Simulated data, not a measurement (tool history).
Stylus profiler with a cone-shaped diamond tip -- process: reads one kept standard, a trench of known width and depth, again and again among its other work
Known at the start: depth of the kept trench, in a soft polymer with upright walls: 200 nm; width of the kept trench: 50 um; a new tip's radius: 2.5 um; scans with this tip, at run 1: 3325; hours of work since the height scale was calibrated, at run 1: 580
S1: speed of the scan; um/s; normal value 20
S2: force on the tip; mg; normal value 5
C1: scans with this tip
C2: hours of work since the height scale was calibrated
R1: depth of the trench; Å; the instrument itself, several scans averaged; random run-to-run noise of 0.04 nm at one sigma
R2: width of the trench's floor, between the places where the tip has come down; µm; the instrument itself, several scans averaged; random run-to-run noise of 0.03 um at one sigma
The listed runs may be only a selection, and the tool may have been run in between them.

run   hour  S1     S2    C1   C2      R1     R2
  1      0  20      5  3325  580  2026.4  47.88
  2   40.7  20  11.85  3438  600  2048.9  47.87
  3  104.6  20   9.56  3615  631  2041.9  47.84
  4  159.9  20   9.56  3768  657    2041  47.85
  5  215.2  20   9.56  3921  684  2041.1  47.88
  6  256.1  20   9.56  4034  704  2040.6  47.86
  7  319.1  20   7.25  4208  734  2032.9  47.87
  8  380.3  20   7.25  4378  764  2032.7  47.84

Run 9, settings as shown, results not yet in. Your forecast:
  9  441.3  11  5.41  4547  793   ?   ?

R1: 2026.1 Å
R2: 47.88 µm
The same run, on a tool lacking any hidden state, would have yielded R1 2030.9 Å, R2 48.06 µm.
